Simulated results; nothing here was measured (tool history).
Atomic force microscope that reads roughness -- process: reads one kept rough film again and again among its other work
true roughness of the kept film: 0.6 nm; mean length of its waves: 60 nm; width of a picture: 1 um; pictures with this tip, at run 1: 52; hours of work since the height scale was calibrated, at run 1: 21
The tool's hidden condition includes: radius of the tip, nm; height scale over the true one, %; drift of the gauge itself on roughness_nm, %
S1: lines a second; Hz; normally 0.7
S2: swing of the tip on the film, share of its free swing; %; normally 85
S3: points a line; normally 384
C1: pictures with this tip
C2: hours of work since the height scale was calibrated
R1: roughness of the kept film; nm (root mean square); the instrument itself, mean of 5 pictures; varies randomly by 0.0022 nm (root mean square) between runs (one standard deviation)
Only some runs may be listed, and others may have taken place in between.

run	hour	S1	S2	S3	C1	C2	R1
1	0	0.7	85	384	52	21	0.548
2	46.7	0.7	85	384	114	45	0.546
3	82.3	0.7	85	384	161	63	0.542
4	118.4	0.7	85	384	209	82	0.541
# hour 128.9: new tip fitted
5	140.3	0.7	85	384	16	93	0.546
6	191	0.7	85	384	83	119	0.543
7	214.5	0.608	85	384	114	132	0.552
8	244.2	0.608	85	384	153	147	0.551
# hour 294.7: new tip fitted
9	294.7	1.386	85	384	0	173	0.507
10	332.8	0.7	85	384	50	193	0.545
11	357.2	0.7	85	384	82	206	0.545
12	390.8	0.7	85	384	127	223	0.543
13	423.8	0.7	85	384	171	240	0.539
14	452.2	0.7	85	384	208	255	0.541
# hour 460: new tip fitted
15	500	0.7	85	384	53	279	0.543
16	526.3	0.7	85	384	88	293	0.54
17	549.9	0.7	85	384	119	305	0.543
# hour 554.3: height scale calibrated on a step standard
18	591	0.535	78	384	172	19	0.558
19	621.2	0.7	85	270	212	35	0.533
# hour 629.2: new tip fitted
20	672.8	0.7	85	270	58	61	0.543
21	724.1	0.7	85	270	126	88	0.543
22	760.9	0.7	85	270	174	107	0.539
23	790	0.966	80	645	213	122	0.535
# hour 795: new tip fitted
24	839.4	0.674	80	481	59	147	0.551
# hour 848.4: height scale calibrated on a step standard, once more
25	883.9	0.674	80	481	116	18	0.563
26	928.3	1.57	61	994	175	41	0.562
27	949.4	0.7	85	307	203	52	0.544
# hour 962.2: new tip fitted
28	995.1	0.7	70	944	44	76	0.571
29	1029	1.669	73	302	89	93	0.534
30	1060.8	1.97	86	384	131	110	0.473
31	1112.7	1.97	86	384	200	137	0.472

Below, each run's measurement less what the same run would have read without the hidden state. Both values contain the same run-to-run variation, but the gauge's scatter may not be the same in both:
run	R1
1	-0.002
2	-0.004
3	-0.005
4	-0.006
5	-0.002
6	-0.004
7	-0.005
8	-0.006
9	-0.003
10	-0.004
11	-0.005
12	-0.006
13	-0.007
14	-0.008
15	-0.005
16	-0.006
17	-0.007
18	-0.009
19	-0.01
20	-0.007
21	-0.009
22	-0.01
23	-0.012
24	-0.008
25	-0.003
26	-0.005
27	-0.006
28	-0.002
29	-0.004
30	-0.004
31	-0.005

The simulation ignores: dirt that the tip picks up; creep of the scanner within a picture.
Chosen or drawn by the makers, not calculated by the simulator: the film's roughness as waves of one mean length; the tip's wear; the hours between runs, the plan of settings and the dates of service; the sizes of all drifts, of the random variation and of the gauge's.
